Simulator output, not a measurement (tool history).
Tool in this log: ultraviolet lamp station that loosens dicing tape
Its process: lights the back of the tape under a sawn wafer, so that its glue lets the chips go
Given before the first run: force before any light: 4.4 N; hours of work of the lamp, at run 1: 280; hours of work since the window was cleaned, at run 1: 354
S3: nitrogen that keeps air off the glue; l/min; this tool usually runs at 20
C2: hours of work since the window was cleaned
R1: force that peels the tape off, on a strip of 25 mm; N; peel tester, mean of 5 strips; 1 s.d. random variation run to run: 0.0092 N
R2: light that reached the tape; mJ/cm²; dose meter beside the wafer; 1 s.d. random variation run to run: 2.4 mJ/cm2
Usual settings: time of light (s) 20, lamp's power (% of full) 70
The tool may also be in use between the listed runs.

{"run": 1, "hour": 0.0, "time of light (s)": 20, "lamp's power (% of full)": 70, "S3": 20, "hours of work of the lamp": 280, "C2": 354, "R1": 0.572, "R2": 228}
{"hour": 13.8, "done": "window cleaned of glue's vapour"}
{"run": 2, "hour": 36.2, "time of light (s)": 15, "lamp's power (% of full)": 70, "S3": 20, "hours of work of the lamp": 304, "C2": 15, "R1": 0.812, "R2": 190}
{"run": 3, "hour": 69.6, "time of light (s)": 20, "lamp's power (% of full)": 63, "S3": 20, "hours of work of the lamp": 325, "C2": 36, "R1": 0.577, "R2": 223}
{"run": 4, "hour": 94.6, "time of light (s)": 20, "lamp's power (% of full)": 61, "S3": 20, "hours of work of the lamp": 342, "C2": 53, "R1": 0.627, "R2": 213}
{"run": 5, "hour": 122.3, "time of light (s)": 20, "lamp's power (% of full)": 70, "S3": 20, "hours of work of the lamp": 360, "C2": 71, "R1": 0.514, "R2": 243}
{"run": 6, "hour": 158.9, "time of light (s)": 20, "lamp's power (% of full)": 70, "S3": 20, "hours of work of the lamp": 383, "C2": 94, "R1": 0.499, "R2": 232}
{"run": 7, "hour": 176.2, "time of light (s)": 20, "lamp's power (% of full)": 70, "S3": 20, "hours of work of the lamp": 395, "C2": 106, "R1": 0.552, "R2": 234}
{"run": 8, "hour": 197.2, "time of light (s)": 20, "lamp's power (% of full)": 70, "S3": 20, "hours of work of the lamp": 408, "C2": 119, "R1": 0.509, "R2": 237}
{"run": 9, "hour": 223.8, "time of light (s)": 20, "lamp's power (% of full)": 70, "S3": 20, "hours of work of the lamp": 426, "C2": 137, "R1": 0.557, "R2": 234}
{"run": 10, "hour": 264.5, "time of light (s)": 20, "lamp's power (% of full)": 70, "S3": 20, "hours of work of the lamp": 452, "C2": 163, "R1": 0.578, "R2": 230}
{"run": 11, "hour": 297.4, "time of light (s)": 12, "lamp's power (% of full)": 70, "S3": 20, "hours of work of the lamp": 473, "C2": 184, "R1": 1.241, "R2": 137}
{"run": 12, "hour": 338.0, "time of light (s)": 12, "lamp's power (% of full)": 70, "S3": 20, "hours of work of the lamp": 500, "C2": 211, "R1": 1.245, "R2": 134}
{"run": 13, "hour": 364.2, "time of light (s)": 12, "lamp's power (% of full)": 70, "S3": 20, "hours of work of the lamp": 517, "C2": 228, "R1": 1.282, "R2": 129}
{"run": 14, "hour": 381.2, "time of light (s)": 12, "lamp's power (% of full)": 70, "S3": 20, "hours of work of the lamp": 528, "C2": 239, "R1": 1.354, "R2": 130}
{"run": 15, "hour": 410.4, "time of light (s)": 20, "lamp's power (% of full)": 80, "S3": 20, "hours of work of the lamp": 547, "C2": 258, "R1": 0.523, "R2": 243}
{"run": 16, "hour": 451.5, "time of light (s)": 15, "lamp's power (% of full)": 70, "S3": 20, "hours of work of the lamp": 574, "C2": 285, "R1": 1.009, "R2": 161}
{"run": 17, "hour": 486.1, "time of light (s)": 15, "lamp's power (% of full)": 70, "S3": 20, "hours of work of the lamp": 596, "C2": 307, "R1": 1.042, "R2": 154}
{"run": 18, "hour": 514.4, "time of light (s)": 15, "lamp's power (% of full)": 91, "S3": 20, "hours of work of the lamp": 615, "C2": 326, "R1": 0.712, "R2": 197}
{"run": 19, "hour": 546.4, "time of light (s)": 15, "lamp's power (% of full)": 91, "S3": 20, "hours of work of the lamp": 635, "C2": 346, "R1": 0.714, "R2": 190}
{"hour": 571.9, "done": "window cleaned of glue's vapour"}
{"run": 20, "hour": 584.1, "time of light (s)": 15, "lamp's power (% of full)": 91, "S3": 20, "hours of work of the lamp": 660, "C2": 8, "R1": 0.618, "R2": 218}
{"run": 21, "hour": 624.3, "time of light (s)": 15, "lamp's power (% of full)": 91, "S3": 20, "hours of work of the lamp": 686, "C2": 34, "R1": 0.651, "R2": 211}
{"run": 22, "hour": 660.4, "time of light (s)": 15, "lamp's power (% of full)": 91, "S3": 20, "hours of work of the lamp": 709, "C2": 58, "R1": 0.65, "R2": 211}
{"run": 23, "hour": 690.4, "time of light (s)": 15, "lamp's power (% of full)": 77, "S3": 20, "hours of work of the lamp": 729, "C2": 77, "R1": 0.875, "R2": 175}
{"run": 24, "hour": 726.8, "time of light (s)": 27, "lamp's power (% of full)": 61, "S3": 37, "hours of work of the lamp": 752, "C2": 101, "R1": 0.358, "R2": 242}
{"run": 25, "hour": 757.0, "time of light (s)": 27, "lamp's power (% of full)": 71, "S3": 37, "hours of work of the lamp": 772, "C2": 120, "R1": 0.293, "R2": 278}
{"run": 26, "hour": 797.6, "time of light (s)": 38, "lamp's power (% of full)": 70, "S3": 10, "hours of work of the lamp": 798, "C2": 147, "R1": 0.345, "R2": 385}
{"run": 27, "hour": 824.5, "time of light (s)": 38, "lamp's power (% of full)": 70, "S3": 10, "hours of work of the lamp": 816, "C2": 164, "R1": 0.348, "R2": 378}
{"run": 28, "hour": 843.3, "time of light (s)": 18, "lamp's power (% of full)": 85, "S3": 33, "hours of work of the lamp": 828, "C2": 177, "R1": 0.471, "R2": 216}
{"run": 29, "hour": 881.5, "time of light (s)": 26, "lamp's power (% of full)": 70, "S3": 15, "hours of work of the lamp": 853, "C2": 201, "R1": 0.587, "R2": 249}
{"run": 30, "hour": 906.0, "time of light (s)": 20, "lamp's power (% of full)": 70, "S3": 32, "hours of work of the lamp": 869, "C2": 217, "R1": 0.603, "R2": 192}
{"run": 31, "hour": 941.8, "time of light (s)": 12, "lamp's power (% of full)": 81, "S3": 32, "hours of work of the lamp": 892, "C2": 241, "R1": 1.062, "R2": 136}
{"run": 32, "hour": 978.2, "time of light (s)": 20, "lamp's power (% of full)": 96, "S3": 35, "hours of work of the lamp": 916, "C2": 264, "R1": 0.325, "R2": 252}
{"run": 33, "hour": 1018.9, "time of light (s)": 20, "lamp's power (% of full)": 96, "S3": 35, "hours of work of the lamp": 942, "C2": 291, "R1": 0.366, "R2": 247}
{"run": 34, "hour": 1058.2, "time of light (s)": 20, "lamp's power (% of full)": 98, "S3": 35, "hours of work of the lamp": 968, "C2": 316, "R1": 0.342, "R2": 246}
{"run": 35, "hour": 1075.6, "time of light (s)": 16, "lamp's power (% of full)": 95, "S3": 38, "hours of work of the lamp": 979, "C2": 328, "R1": 0.543, "R2": 194}
{"run": 36, "hour": 1117.0, "time of light (s)": 20, "lamp's power (% of full)": 84, "S3": 33, "hours of work of the lamp": 1006, "C2": 354, "R1": 0.508, "R2": 204}
{"hour": 1130.7, "done": "window cleaned of glue's vapour"}
{"run": 37, "hour": 1152.1, "time of light (s)": 14, "lamp's power (% of full)": 84, "S3": 11, "hours of work of the lamp": 1029, "C2": 14, "R1": 1.313, "R2": 164}
{"run": 38, "hour": 1192.8, "time of light (s)": 33, "lamp's power (% of full)": 73, "S3": 11, "hours of work of the lamp": 1055, "C2": 40, "R1": 0.445, "R2": 328}
{"run": 39, "hour": 1216.7, "time of light (s)": 33, "lamp's power (% of full)": 73, "S3": 11, "hours of work of the lamp": 1071, "C2": 56, "R1": 0.442, "R2": 317}
{"run": 40, "hour": 1237.9, "time of light (s)": 16, "lamp's power (% of full)": 84, "S3": 26, "hours of work of the lamp": 1084, "C2": 70, "R1": 0.759, "R2": 176}
{"run": 41, "hour": 1261.5, "time of light (s)": 16, "lamp's power (% of full)": 84, "S3": 26, "hours of work of the lamp": 1100, "C2": 85, "R1": 0.741, "R2": 175}
{"run": 42, "hour": 1282.0, "time of light (s)": 16, "lamp's power (% of full)": 84, "S3": 26, "hours of work of the lamp": 1113, "C2": 98, "R1": 0.757, "R2": 174}
{"run": 43, "hour": 1316.2, "time of light (s)": 31, "lamp's power (% of full)": 72, "S3": 22, "hours of work of the lamp": 1135, "C2": 121, "R1": 0.361, "R2": 285}

Take each entry between the runs: how does the hidden state at the last listed run before it differ from the hidden state at the first listed run after it?
After run 1, before run 2: window cleaned of glue's vapour (hour 13.8)
  lamp's light, % of a new lamp's: 91 -> 90.3; light that the window lets through, % of a clean one's: 87.9 -> 99.2
  measured minus no-state result, R1: +0.191 -> +0.133 N; R2: -55 -> -22 mJ/cm²
After run 19, before run 20: window cleaned of glue's vapour (hour 571.9)
  lamp's light, % of a new lamp's: 80.6 -> 79.9; light that the window lets through, % of a clean one's: 88.3 -> 99.2
  measured minus no-state result, R1: +0.324 -> +0.210 N; R2: -78 -> -56 mJ/cm²
After run 36, before run 37: window cleaned of glue's vapour (hour 1130.7)
  lamp's light, % of a new lamp's: 70 -> 69.4; light that the window lets through, % of a clean one's: 88 -> 98.9
  measured minus no-state result, R1: +0.297 -> +0.533 N; R2: -128 -> -73 mJ/cm²
